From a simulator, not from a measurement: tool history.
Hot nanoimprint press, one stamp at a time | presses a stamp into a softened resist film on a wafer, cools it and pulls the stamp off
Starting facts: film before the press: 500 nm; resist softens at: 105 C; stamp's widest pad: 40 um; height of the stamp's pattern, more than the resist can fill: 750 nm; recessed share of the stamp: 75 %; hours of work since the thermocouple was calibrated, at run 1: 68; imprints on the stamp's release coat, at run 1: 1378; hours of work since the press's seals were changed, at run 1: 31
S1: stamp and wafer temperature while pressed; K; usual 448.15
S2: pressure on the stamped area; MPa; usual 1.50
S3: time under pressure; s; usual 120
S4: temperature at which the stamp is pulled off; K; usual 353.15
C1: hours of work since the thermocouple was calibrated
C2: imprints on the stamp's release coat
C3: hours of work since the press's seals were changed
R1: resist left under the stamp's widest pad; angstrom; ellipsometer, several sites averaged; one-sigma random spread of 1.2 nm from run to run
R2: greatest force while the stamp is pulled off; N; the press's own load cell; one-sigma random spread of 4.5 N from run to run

run 1 hour=0.0 | S1=448.15 S2=1.50 S3=120 S4=353.15 | C1=68 C2=1378 C3=31 | R1=2339 R2=221
run 2 hour=13.6 | S1=448.15 S2=1.50 S3=120 S4=347.15 | C1=78 C2=1428 C3=41 | R1=2325 R2=269
run 3 hour=22.5 | S1=448.15 S2=1.50 S3=120 S4=353.15 | C1=85 C2=1462 C3=47 | R1=2353 R2=230
run 4 hour=36.0 | S1=448.15 S2=1.50 S3=120 S4=353.15 | C1=94 C2=1512 C3=57 | R1=2339 R2=225
run 5 hour=45.6 | S1=448.15 S2=1.50 S3=120 S4=353.15 | C1=101 C2=1548 C3=64 | R1=2346 R2=216
run 6 hour=56.7 | S1=448.15 S2=1.50 S3=120 S4=353.15 | C1=109 C2=1590 C3=72 | R1=2335 R2=225
run 7 hour=66.1 | S1=457.15 S2=1.50 S3=120 S4=353.15 | C1=116 C2=1625 C3=79 | R1=1672 R2=229
run 8 hour=78.1 | S1=448.15 S2=1.01 S3=120 S4=353.15 | C1=125 C2=1670 C3=87 | R1=2769 R2=227
run 9 hour=87.3 | S1=448.15 S2=1.01 S3=230 S4=353.15 | C1=132 C2=1704 C3=94 | R1=2161 R2=229
run 10 hour=101.8 | S1=448.15 S2=1.01 S3=230 S4=353.15 | C1=142 C2=1758 C3=104 | R1=2173 R2=221
run 11 hour=117.4 | S1=448.15 S2=1.50 S3=88 S4=353.15 | C1=153 C2=1817 C3=116 | R1=2646 R2=223
run 12 hour=125.2 | S1=448.15 S2=1.50 S3=88 S4=353.15 | C1=159 C2=1846 C3=121 | R1=2641 R2=222
run 13 hour=141.6 | S1=448.15 S2=1.50 S3=88 S4=353.15 | C1=171 C2=1907 C3=133 | R1=2650 R2=229
run 14 hour=148.8 | S1=448.15 S2=1.50 S3=88 S4=353.15 | C1=176 C2=1934 C3=138 | R1=2641 R2=222
run 15 hour=163.4 | S1=448.15 S2=1.50 S3=120 S4=353.15 | C1=187 C2=1989 C3=149 | R1=2374 R2=222
run 16 hour=173.7 | S1=448.15 S2=1.50 S3=120 S4=353.15 | C1=194 C2=2027 C3=156 | R1=2341 R2=221
run 17 hour=182.7 | S1=444.15 S2=1.50 S3=155 S4=353.15 | C1=200 C2=2061 C3=163 | R1=2478 R2=226
run 18 hour=195.3 | S1=440.15 S2=0.98 S3=155 S4=354.15 | C1=210 C2=2108 C3=172 | R1=3324 R2=221
run 19 hour=203.6 | S1=440.15 S2=0.98 S3=155 S4=354.15 | C1=216 C2=2139 C3=178 | R1=3315 R2=225
-- hour=213.1 stamp cleaned and given a new release coat
run 20 hour=217.2 | S1=440.15 S2=0.98 S3=155 S4=354.15 | C1=221 C2=15 C3=183 | R1=3314 R2=215
run 21 hour=230.6 | S1=449.15 S2=1.57 S3=120 S4=353.15 | C1=231 C2=65 C3=193 | R1=2260 R2=216
run 22 hour=239.7 | S1=448.15 S2=1.30 S3=120 S4=342.15 | C1=237 C2=99 C3=200 | R1=2524 R2=292
run 23 hour=252.2 | S1=453.15 S2=1.34 S3=120 S4=342.15 | C1=246 C2=146 C3=209 | R1=2076 R2=294
run 24 hour=266.5 | S1=449.15 S2=1.34 S3=107 S4=342.15 | C1=257 C2=200 C3=219 | R1=2537 R2=298
run 25 hour=280.8 | S1=449.15 S2=2.10 S3=144 S4=342.15 | C1=267 C2=253 C3=229 | R1=1838 R2=283
run 26 hour=295.7 | S1=453.15 S2=2.10 S3=133 S4=342.15 | C1=278 C2=309 C3=240 | R1=1610 R2=290
run 27 hour=304.4 | S1=453.15 S2=2.10 S3=133 S4=342.15 | C1=284 C2=341 C3=246 | R1=1630 R2=291
run 28 hour=316.3 | S1=448.15 S2=1.50 S3=240 S4=354.15 | C1=293 C2=386 C3=255 | R1=1798 R2=221
run 29 hour=324.2 | S1=448.15 S2=1.50 S3=240 S4=354.15 | C1=298 C2=415 C3=261 | R1=1795 R2=216

Per-run results on a tool with no hidden state, each run keeping its own random variation:
The hidden state here: true temperature over the reading, C; pressure that arrives at the usual setting, %; grip of the stamp's worn release coat, % over a new coat's; drift of the gauge itself on residual_nm, %; drift of the gauge itself on pull_off_n, %.
run=1 R1=2338 R2=218
run=2 R1=2323 R2=265
run=3 R1=2350 R2=228
run=4 R1=2334 R2=222
run=5 R1=2339 R2=213
run=6 R1=2326 R2=222
run=7 R1=1665 R2=225
run=8 R1=2754 R2=224
run=9 R1=2149 R2=226
run=10 R1=2158 R2=217
run=11 R1=2626 R2=219
run=12 R1=2619 R2=219
run=13 R1=2625 R2=225
run=14 R1=2615 R2=218
run=15 R1=2349 R2=219
run=16 R1=2314 R2=218
run=17 R1=2449 R2=222
run=18 R1=3282 R2=217
run=19 R1=3272 R2=220
run=20 R1=3269 R2=214
run=21 R1=2227 R2=216
run=22 R1=2486 R2=292
run=23 R1=2043 R2=293
run=24 R1=2495 R2=297
run=25 R1=1805 R2=283
run=26 R1=1579 R2=289
run=27 R1=1598 R2=290
run=28 R1=1762 R2=220
run=29 R1=1758 R2=215

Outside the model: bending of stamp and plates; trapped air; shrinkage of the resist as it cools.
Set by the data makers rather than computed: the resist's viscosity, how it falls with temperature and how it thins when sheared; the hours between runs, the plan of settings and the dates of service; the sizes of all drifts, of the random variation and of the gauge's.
